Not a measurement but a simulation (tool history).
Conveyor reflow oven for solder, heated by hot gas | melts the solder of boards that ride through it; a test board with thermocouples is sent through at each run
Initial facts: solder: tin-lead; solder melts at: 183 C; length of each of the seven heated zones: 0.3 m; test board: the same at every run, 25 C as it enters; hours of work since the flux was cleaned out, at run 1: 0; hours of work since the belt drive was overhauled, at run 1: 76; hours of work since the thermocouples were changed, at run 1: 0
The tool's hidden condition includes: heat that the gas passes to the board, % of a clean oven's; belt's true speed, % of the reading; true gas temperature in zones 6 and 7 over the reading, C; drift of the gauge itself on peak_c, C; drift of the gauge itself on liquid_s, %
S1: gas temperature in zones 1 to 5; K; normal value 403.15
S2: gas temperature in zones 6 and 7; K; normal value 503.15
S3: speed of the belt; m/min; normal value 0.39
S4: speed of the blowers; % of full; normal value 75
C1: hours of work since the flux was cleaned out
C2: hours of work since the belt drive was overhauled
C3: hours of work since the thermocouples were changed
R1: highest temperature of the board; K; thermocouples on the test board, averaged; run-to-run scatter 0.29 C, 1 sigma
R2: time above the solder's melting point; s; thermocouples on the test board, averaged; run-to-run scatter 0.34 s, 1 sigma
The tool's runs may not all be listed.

{"run": 1, "hour": 0.0, "S1": 403.15, "S2": 503.15, "S3": 0.39, "S4": 75, "C1": 0, "C2": 76, "C3": 0, "R1": 489.35, "R2": 66.3}
{"run": 2, "hour": 7.1, "S1": 403.15, "S2": 503.15, "S3": 0.39, "S4": 75, "C1": 3, "C2": 80, "C3": 3, "R1": 489.25, "R2": 66.4}
{"run": 3, "hour": 22.7, "S1": 403.15, "S2": 503.15, "S3": 0.39, "S4": 75, "C1": 11, "C2": 87, "C3": 11, "R1": 489.35, "R2": 65.2}
{"run": 4, "hour": 31.0, "S1": 403.15, "S2": 503.15, "S3": 0.39, "S4": 75, "C1": 14, "C2": 90, "C3": 14, "R1": 489.15, "R2": 65.4}
{"run": 5, "hour": 44.8, "S1": 403.15, "S2": 496.15, "S3": 0.39, "S4": 75, "C1": 21, "C2": 97, "C3": 21, "R1": 483.15, "R2": 59.5}
{"run": 6, "hour": 54.8, "S1": 403.15, "S2": 503.15, "S3": 0.39, "S4": 75, "C1": 25, "C2": 101, "C3": 25, "R1": 489.05, "R2": 66.8}
{"run": 7, "hour": 67.3, "S1": 408.15, "S2": 503.15, "S3": 0.39, "S4": 75, "C1": 31, "C2": 107, "C3": 31, "R1": 490.15, "R2": 68.4}
{"run": 8, "hour": 82.9, "S1": 408.15, "S2": 503.15, "S3": 0.39, "S4": 75, "C1": 38, "C2": 114, "C3": 38, "R1": 489.95, "R2": 68.7}
{"run": 9, "hour": 90.9, "S1": 403.15, "S2": 503.15, "S3": 0.39, "S4": 75, "C1": 42, "C2": 118, "C3": 42, "R1": 489.15, "R2": 66.3}
{"run": 10, "hour": 103.4, "S1": 403.15, "S2": 503.15, "S3": 0.39, "S4": 75, "C1": 47, "C2": 123, "C3": 47, "R1": 489.45, "R2": 65.7}
{"run": 11, "hour": 110.0, "S1": 403.15, "S2": 503.15, "S3": 0.39, "S4": 54, "C1": 50, "C2": 126, "C3": 50, "R1": 484.15, "R2": 59.9}
{"run": 12, "hour": 124.9, "S1": 403.15, "S2": 503.15, "S3": 0.39, "S4": 54, "C1": 57, "C2": 133, "C3": 57, "R1": 484.65, "R2": 59.1}
{"run": 13, "hour": 136.8, "S1": 403.15, "S2": 503.15, "S3": 0.39, "S4": 54, "C1": 62, "C2": 139, "C3": 62, "R1": 484.25, "R2": 59.6}
{"run": 14, "hour": 151.6, "S1": 403.15, "S2": 503.15, "S3": 0.39, "S4": 54, "C1": 69, "C2": 145, "C3": 69, "R1": 484.65, "R2": 59.5}
{"run": 15, "hour": 167.1, "S1": 403.15, "S2": 503.15, "S3": 0.39, "S4": 75, "C1": 76, "C2": 152, "C3": 76, "R1": 489.85, "R2": 65.6}
{"run": 16, "hour": 175.1, "S1": 403.15, "S2": 498.15, "S3": 0.435, "S4": 77, "C1": 80, "C2": 156, "C3": 80, "R1": 482.05, "R2": 51.7}
{"run": 17, "hour": 191.0, "S1": 403.15, "S2": 498.15, "S3": 0.435, "S4": 77, "C1": 87, "C2": 163, "C3": 87, "R1": 481.95, "R2": 51.2}
{"run": 18, "hour": 201.5, "S1": 413.15, "S2": 513.15, "S3": 0.378, "S4": 76, "C1": 92, "C2": 168, "C3": 92, "R1": 501.15, "R2": 82.1}
{"run": 19, "hour": 215.5, "S1": 389.15, "S2": 503.15, "S3": 0.39, "S4": 64, "C1": 98, "C2": 174, "C3": 98, "R1": 484.05, "R2": 55.1}
{"run": 20, "hour": 226.8, "S1": 393.15, "S2": 503.15, "S3": 0.39, "S4": 51, "C1": 103, "C2": 179, "C3": 103, "R1": 481.85, "R2": 52.3}
{"run": 21, "hour": 240.0, "S1": 403.15, "S2": 518.15, "S3": 0.39, "S4": 75, "C1": 109, "C2": 185, "C3": 109, "R1": 502.65, "R2": 76.9}
{"run": 22, "hour": 250.0, "S1": 414.15, "S2": 496.15, "S3": 0.39, "S4": 85, "C1": 114, "C2": 190, "C3": 114, "R1": 486.15, "R2": 67.4}
{"run": 23, "hour": 263.7, "S1": 403.15, "S2": 511.15, "S3": 0.39, "S4": 54, "C1": 120, "C2": 196, "C3": 120, "R1": 491.15, "R2": 66.1}
{"run": 24, "hour": 271.1, "S1": 403.15, "S2": 511.15, "S3": 0.39, "S4": 54, "C1": 124, "C2": 200, "C3": 124, "R1": 491.85, "R2": 66.6}
{"run": 25, "hour": 277.8, "S1": 403.15, "S2": 511.15, "S3": 0.39, "S4": 54, "C1": 127, "C2": 203, "C3": 127, "R1": 491.15, "R2": 66.5}
{"run": 26, "hour": 292.2, "S1": 412.15, "S2": 512.15, "S3": 0.39, "S4": 56, "C1": 133, "C2": 209, "C3": 133, "R1": 494.25, "R2": 72.6}
{"run": 27, "hour": 303.1, "S1": 405.15, "S2": 508.15, "S3": 0.356, "S4": 72, "C1": 138, "C2": 214, "C3": 138, "R1": 496.15, "R2": 80}
{"run": 28, "hour": 312.7, "S1": 403.15, "S2": 500.15, "S3": 0.39, "S4": 75, "C1": 142, "C2": 218, "C3": 142, "R1": 486.65, "R2": 63.3}
{"run": 29, "hour": 319.7, "S1": 388.15, "S2": 517.15, "S3": 0.39, "S4": 89, "C1": 146, "C2": 222, "C3": 146, "R1": 502.25, "R2": 71.9}
{"run": 30, "hour": 331.3, "S1": 403.15, "S2": 500.15, "S3": 0.39, "S4": 73, "C1": 151, "C2": 227, "C3": 151, "R1": 486.05, "R2": 63.2}

Forecast each of these 3 alternatives for the next run:
{"run": "A", "hour": 339.8, "S1": 403.15, "S2": 500.15, "S3": 0.39, "S4": 78, "C1": 155, "C2": 231, "C3": 155, "R1": "?", "R2": "?"}
{"run": "B", "hour": 339.8, "S1": 393.15, "S2": 503.15, "S3": 0.317, "S4": 55, "C1": 155, "C2": 231, "C3": 155, "R1": "?", "R2": "?"}
{"run": "C", "hour": 339.8, "S1": 403.15, "S2": 503.15, "S3": 0.459, "S4": 75, "C1": 155, "C2": 231, "C3": 155, "R1": "?", "R2": "?"}

run=A R1=486.95 R2=64.2
run=B R1=489.15 R2=78.2
run=C R1=483.95 R2=49.5
Had the tool no hidden state, the same runs would have come out as:
run=A R1=486.95 R2=64.3
run=B R1=489.15 R2=78.2
run=C R1=484.05 R2=49.6
